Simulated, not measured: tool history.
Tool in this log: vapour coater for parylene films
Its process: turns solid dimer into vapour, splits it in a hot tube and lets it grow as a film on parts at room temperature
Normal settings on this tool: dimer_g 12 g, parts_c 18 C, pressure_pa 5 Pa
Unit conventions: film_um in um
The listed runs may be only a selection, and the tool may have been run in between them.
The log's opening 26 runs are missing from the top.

run   hour  dimer_g  parts_c  pressure_pa  hours of work since the trap's valve was overhauled  hours of work since the table's thermometer was calibrated  film_um
 27  597.1       10       12         7.69                                                  192                                                         734    1.713
 28  616.5       14       11         4.32                                                  205                                                         748    2.615
 29  642.8       12       11        11.57                                                  224                                                         766    2.048
     646.8  -- table's thermometer calibrated
 30    675       13       18         2.91                                                  245                                                          20    2.003
 31  704.2       11       18         7.89                                                  266                                                          40    1.531
 32  724.5       12       22            5                                                  280                                                          54    1.528
 33  748.2       12       22            5                                                  297                                                          71    1.511
 34  761.8       12       22            5                                                  306                                                          80    1.526
     770.4  -- table's thermometer calibrated, once more
 35  777.4       18       18         6.91                                                  316                                                           5    2.428
     806.5  -- trap's valve overhauled
 36  813.5       18       18         2.04                                                    5                                                          27    2.874
 37  832.4        9       24         2.71                                                   18                                                          40    1.133
 38    862       16       18         7.56                                                   39                                                          61    2.246
 39  884.3       12       13         5.08                                                   54                                                          77    2.064
 40  912.2       12       13         5.08                                                   74                                                          96    2.065
 41  930.5       12       13         5.08                                                   87                                                         109    2.063

The next listed run, before its measurement:
 42  961.4       12       13         5.08                                                  108                                                         131        ?

film_um: 2.056 um
With the hidden condition absent and the run-to-run variation left alone, this run would have shown film_um 2.083 um.
